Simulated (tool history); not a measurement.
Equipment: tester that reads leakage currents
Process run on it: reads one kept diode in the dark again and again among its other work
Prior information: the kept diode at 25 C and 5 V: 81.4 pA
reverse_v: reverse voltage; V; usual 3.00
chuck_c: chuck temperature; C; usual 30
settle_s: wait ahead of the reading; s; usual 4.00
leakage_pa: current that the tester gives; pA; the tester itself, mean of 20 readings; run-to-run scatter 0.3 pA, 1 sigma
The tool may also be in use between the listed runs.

run,day,reverse_v,chuck_c,settle_s,leakage_pa
1,0.000,3.00,30,4.00,104.46
2,3.171,3.00,30,4.00,105.54
3,5.554,3.00,32,4.00,126.83
4,7.450,3.00,32,4.00,127.09
# day 7.767: tester calibrated
5,9.458,3.00,30,4.00,108.59
6,11.762,3.00,30,4.00,108.97
# day 13.658: tester calibrated, once more
7,14.692,3.00,30,7.18,111.07
8,16.346,3.00,21,0.33,53.28
9,19.812,3.00,20,0.33,49.37
10,23.262,3.00,45,4.00,384.68

Measured result minus the same run's result without the hidden state. Both carry the same run-to-run variation, though not necessarily the same gauge scatter:
What the log doesn't record here: stray current of the dirty probe card, pA a volt; current scale over the true one, %; true chuck temperature over the reading, C; drift of the gauge itself on leakage_pa, %.
run,leakage_pa
1,+6.90
2,+8.22
3,+10.19
4,+11.03
5,+10.65
6,+11.57
7,+13.02
8,+8.20
9,+8.44
10,+44.49
